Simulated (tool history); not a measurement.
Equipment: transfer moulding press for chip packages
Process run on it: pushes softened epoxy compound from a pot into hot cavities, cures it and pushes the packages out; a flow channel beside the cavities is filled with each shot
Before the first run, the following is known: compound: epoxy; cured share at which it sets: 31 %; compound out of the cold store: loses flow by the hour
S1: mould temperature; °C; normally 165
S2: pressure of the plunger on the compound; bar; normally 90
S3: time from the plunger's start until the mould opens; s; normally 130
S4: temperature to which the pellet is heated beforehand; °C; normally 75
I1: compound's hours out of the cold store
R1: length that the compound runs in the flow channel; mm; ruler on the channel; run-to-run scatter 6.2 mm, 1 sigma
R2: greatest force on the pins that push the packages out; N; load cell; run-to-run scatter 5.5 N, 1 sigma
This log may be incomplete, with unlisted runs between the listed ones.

run     day   S1     S2   S3  S4    I1   R1   R2
  1       0  165     90  130  75  28.2  664  265
  2   0.467  165     90  130  75  37.1  630  273
  3   0.746  165     90  130  75  38.4  630  279
  4   1.071  165     90  130  75    43  626  300
      1.292  -- cavities cleaned with cleaning compound and waxed
  5   1.471  165     90  130  75  33.9  642  202
  6   2.033  165     90  130  75   8.9  705  243
  7   2.358  169     90  130  75  21.8  661  218
  8   2.962  169     90  130  75  29.4  639  228
  9   3.375  165     90  132  75    44  616  271
 10   3.812  165   98.9  132  75  42.3  650  292
      4.188  -- cavities cleaned with cleaning compound and waxed
 11   4.188  165   98.9  132  75  47.8  630  182
 12   4.725  165   98.9  132  75  36.1  660  217
 13   5.179  164   72.1  168  70    40  560  212
 14   5.754  166  102.7  156  79  22.6  693  213
 15   6.242  166  102.7  156  79  26.9  685  250
 16   6.783  172  102.7  129  79  23.4  675  250
      7.108  -- cavities cleaned with cleaning compound and waxed
 17    7.35  163   77.8  130  75  40.8  583  241
 18   7.675  163   77.8  130  75  34.7  580  262
 19   8.092  161   69.6  138  83  22.8  587  290
 20   8.483  161   69.6  138  79  36.2  563  305
 21     9.1  161   69.6  138  79  28.6  576  331
 22   9.667  165  102.5  166  75  38.5  641  258
     10.029  -- cavities cleaned with cleaning compound and waxed
 23  10.358  169   96.2  154  75    29  624  171
 24  11.004  162    103  130  75    33  667  304

5 ways to go on from here, each from the tool as it stands after run 24. What would each give?
  A  11.333  165    90  169  84    34   ?   ?
  B  11.333  157  88.7  130  69  45.1   ?   ?
  C  11.333  162  74.8  144  68  18.6   ?   ?
  D  11.333  162   103  117  85  47.6   ?   ?
  E  11.333  158   103  130  75  18.3   ?   ?

run   R1   R2
  A  606  212
  B  621  493
  C  600  292
  D  625  377
  E  733  471
Stripped of hidden state, with their random variation kept, the same runs would have yielded:
run   R1   R2
  A  641  155
  B  657  332
  C  635  203
  D  662  256
  E  776  317
